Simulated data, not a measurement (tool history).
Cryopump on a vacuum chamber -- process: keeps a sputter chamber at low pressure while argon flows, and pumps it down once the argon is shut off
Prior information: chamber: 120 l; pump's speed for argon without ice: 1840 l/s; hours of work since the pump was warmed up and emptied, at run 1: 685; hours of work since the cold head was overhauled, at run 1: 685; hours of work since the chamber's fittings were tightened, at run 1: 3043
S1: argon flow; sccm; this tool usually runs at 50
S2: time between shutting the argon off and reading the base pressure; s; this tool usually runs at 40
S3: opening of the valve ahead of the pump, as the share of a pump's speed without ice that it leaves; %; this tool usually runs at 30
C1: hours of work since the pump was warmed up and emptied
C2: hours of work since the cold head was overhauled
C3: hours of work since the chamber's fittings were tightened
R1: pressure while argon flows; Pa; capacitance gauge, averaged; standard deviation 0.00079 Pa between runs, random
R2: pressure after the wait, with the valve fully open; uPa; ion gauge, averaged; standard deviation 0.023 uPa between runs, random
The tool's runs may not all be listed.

run 1 hour=0.0 | S1=50 S2=40 S3=30 | C1=685 C2=685 C3=3043 | R1=0.1658 R2=1.26
run 2 hour=59.2 | S1=50 S2=40 S3=30 | C1=714 C2=714 C3=3072 | R1=0.1659 R2=1.31
run 3 hour=116.5 | S1=50 S2=27 S3=30 | C1=742 C2=742 C3=3100 | R1=0.1660 R2=1.63
run 4 hour=179.2 | S1=50 S2=40 S3=30 | C1=773 C2=773 C3=3131 | R1=0.1675 R2=1.34
run 5 hour=239.1 | S1=50 S2=40 S3=30 | C1=802 C2=802 C3=3160 | R1=0.1692 R2=1.29
run 6 hour=291.5 | S1=50 S2=40 S3=30 | C1=828 C2=828 C3=3186 | R1=0.1675 R2=1.30
run 7 hour=344.1 | S1=50 S2=40 S3=55 | C1=854 C2=854 C3=3212 | R1=0.0988 R2=1.33
run 8 hour=388.8 | S1=50 S2=40 S3=55 | C1=875 C2=875 C3=3234 | R1=0.1005 R2=1.29
-- hour=396.2 leaking fittings of the chamber tightened, without venting
run 9 hour=424.6 | S1=50 S2=40 S3=16 | C1=892 C2=892 C3=14 | R1=0.3038 R2=0.83
run 10 hour=495.9 | S1=50 S2=40 S3=16 | C1=927 C2=927 C3=49 | R1=0.3023 R2=0.82
run 11 hour=541.5 | S1=50 S2=40 S3=16 | C1=949 C2=949 C3=71 | R1=0.3040 R2=0.84
run 12 hour=582.3 | S1=50 S2=40 S3=16 | C1=969 C2=969 C3=91 | R1=0.3042 R2=0.89
-- hour=595.7 pump warmed up, emptied and cooled again
run 13 hour=630.9 | S1=50 S2=40 S3=23 | C1=17 C2=991 C3=113 | R1=0.2008 R2=0.75
run 14 hour=700.3 | S1=50 S2=40 S3=23 | C1=51 C2=1025 C3=147 | R1=0.2007 R2=0.79
run 15 hour=743.4 | S1=30 S2=54 S3=30 | C1=72 C2=1046 C3=168 | R1=0.0933 R2=0.64
run 16 hour=813.8 | S1=83 S2=51 S3=37 | C1=107 C2=1080 C3=202 | R1=0.2096 R2=0.68
run 17 hour=886.4 | S1=91 S2=51 S3=41 | C1=142 C2=1116 C3=238 | R1=0.2096 R2=0.67
run 18 hour=918.8 | S1=22 S2=263 S3=41 | C1=158 C2=1132 C3=254 | R1=0.0505 R2=0.32
run 19 hour=964.0 | S1=50 S2=46 S3=30 | C1=180 C2=1154 C3=276 | R1=0.1554 R2=0.74
run 20 hour=1001.6 | S1=50 S2=46 S3=30 | C1=199 C2=1172 C3=294 | R1=0.1570 R2=0.78
run 21 hour=1063.1 | S1=29 S2=170 S3=17 | C1=229 C2=1202 C3=324 | R1=0.1593 R2=0.37
run 22 hour=1106.2 | S1=100 S2=40 S3=50 | C1=250 C2=1223 C3=345 | R1=0.1932 R2=0.85
run 23 hour=1175.7 | S1=50 S2=21 S3=49 | C1=284 C2=1257 C3=379 | R1=0.0985 R2=1.39
run 24 hour=1239.2 | S1=71 S2=40 S3=30 | C1=315 C2=1288 C3=410 | R1=0.2248 R2=0.84

Results for each run, recomputed without the tool's hidden state and with each run's random variation untouched:
Hidden state present: pump's speed, % of a pump's without ice; cold plate's temperature, K; leak into the chamber, uPa l/s; drift of the gauge itself on working_pa, %; drift of the gauge itself on base_upa, %.
run=1 R1=0.1539 R2=0.73
run=2 R1=0.1535 R2=0.76
run=3 R1=0.1531 R2=1.07
run=4 R1=0.1539 R2=0.77
run=5 R1=0.1550 R2=0.73
run=6 R1=0.1527 R2=0.72
run=7 R1=0.0835 R2=0.74
run=8 R1=0.0848 R2=0.70
run=9 R1=0.2875 R2=0.74
run=10 R1=0.2854 R2=0.72
run=11 R1=0.2864 R2=0.74
run=12 R1=0.2862 R2=0.79
run=13 R1=0.2000 R2=0.72
run=14 R1=0.1994 R2=0.75
run=15 R1=0.0924 R2=0.59
run=16 R1=0.2063 R2=0.63
run=17 R1=0.2052 R2=0.61
run=18 R1=0.0493 R2=0.26
run=19 R1=0.1525 R2=0.67
run=20 R1=0.1538 R2=0.71
run=21 R1=0.1572 R2=0.29
run=22 R1=0.1853 R2=0.77
run=23 R1=0.0939 R2=1.31
run=24 R1=0.2177 R2=0.74

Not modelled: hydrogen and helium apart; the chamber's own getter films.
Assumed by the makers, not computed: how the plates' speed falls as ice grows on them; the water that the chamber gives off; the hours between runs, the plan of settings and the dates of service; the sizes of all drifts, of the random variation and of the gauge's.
